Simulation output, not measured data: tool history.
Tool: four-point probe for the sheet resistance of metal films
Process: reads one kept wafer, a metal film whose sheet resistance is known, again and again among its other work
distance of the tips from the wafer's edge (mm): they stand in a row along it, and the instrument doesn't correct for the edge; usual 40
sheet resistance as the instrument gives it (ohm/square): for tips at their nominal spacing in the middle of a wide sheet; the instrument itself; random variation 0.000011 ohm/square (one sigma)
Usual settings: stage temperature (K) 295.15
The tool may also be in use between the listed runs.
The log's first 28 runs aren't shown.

run	day	stage temperature (K)	distance of the tips from the wafer's edge (mm)	touches since the probe head was changed	hours of work since the stage's thermometer was calibrated	sheet resistance as the instrument gives it (ohm/square)
29	48.962	295.15	3	65832	75	0.056197
30	50.95	295.15	4	68368	110	0.054948
31	52.362	293.15	13	70171	135	0.053507
32	54.658	302.15	23	73102	176	0.052877
33	56.017	300.15	7	74835	200	0.05352
34	57.592	300.15	7	76851	229	0.053518
35	59.383	295.15	15	79136	260	0.053399
36	60.917	295.15	15	81092	288	0.053382
37	62.15	295.15	15	82668	310	0.053381
38	63.592	295.15	15	84507	335	0.053389
39	64.846	295.15	15	86110	358	0.053407

4 ways to go on from here, each from the tool as it stands after run 39. What would each give?
A	67.088	301.15	15	88971	397	?
B	67.088	297.15	66	88971	397	?
C	67.088	294.15	35	88971	397	?
D	67.088	306.15	60	88971	397	?

run	sheet resistance as the instrument gives it (ohm/square)
A	0.053087
B	0.053179
C	0.053373
D	0.052661
Without the tool's hidden state the same runs would have given:
run	sheet resistance as the instrument gives it (ohm/square)
A	0.052857
B	0.052949
C	0.053142
D	0.052434
